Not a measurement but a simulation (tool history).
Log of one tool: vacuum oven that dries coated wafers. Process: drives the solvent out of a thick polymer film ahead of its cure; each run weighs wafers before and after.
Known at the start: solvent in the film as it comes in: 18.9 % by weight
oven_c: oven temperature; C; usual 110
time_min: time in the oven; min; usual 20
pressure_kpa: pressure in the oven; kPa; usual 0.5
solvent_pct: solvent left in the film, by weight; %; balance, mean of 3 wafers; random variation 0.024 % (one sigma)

run 1 hour=0 | oven_c=110 time_min=20 pressure_kpa=0.5 | solvent_pct=3.34
run 2 hour=53.4 | oven_c=100 time_min=20 pressure_kpa=0.5 | solvent_pct=5.79
run 3 hour=81.7 | oven_c=100 time_min=20 pressure_kpa=0.5 | solvent_pct=5.91
run 4 hour=130.8 | oven_c=100 time_min=20 pressure_kpa=0.5 | solvent_pct=5.91
run 5 hour=172.1 | oven_c=100 time_min=20 pressure_kpa=0.5 | solvent_pct=5.87
run 6 hour=199.6 | oven_c=110 time_min=20 pressure_kpa=0.5 | solvent_pct=3.32
run 7 hour=225.9 | oven_c=110 time_min=20 pressure_kpa=0.5 | solvent_pct=3.36
run 8 hour=260.5 | oven_c=120 time_min=22 pressure_kpa=1.845 | solvent_pct=1.46
run 9 hour=318.3 | oven_c=120 time_min=22 pressure_kpa=0.283 | solvent_pct=1.19
run 10 hour=374.4 | oven_c=96 time_min=17 pressure_kpa=0.5 | solvent_pct=7.8
run 11 hour=418 | oven_c=103 time_min=29 pressure_kpa=1.066 | solvent_pct=3.32
run 12 hour=444.1 | oven_c=103 time_min=29 pressure_kpa=1.066 | solvent_pct=3.31
run 13 hour=504.9 | oven_c=103 time_min=29 pressure_kpa=1.066 | solvent_pct=3.39

Taken out of this log: 1 entry between the listed runs. Where each belongs, and how the hidden state differs across it:
Between runs 9 and 10: oven's thermocouples calibrated (hour 323.1)
  true wafer temperature over the reading, C: -0.14 -> -0.21; true pressure over the reading, kPa: 0.27 -> 0.276
  measured less the result without the state, solvent_pct: +0.06 -> +0.13 %

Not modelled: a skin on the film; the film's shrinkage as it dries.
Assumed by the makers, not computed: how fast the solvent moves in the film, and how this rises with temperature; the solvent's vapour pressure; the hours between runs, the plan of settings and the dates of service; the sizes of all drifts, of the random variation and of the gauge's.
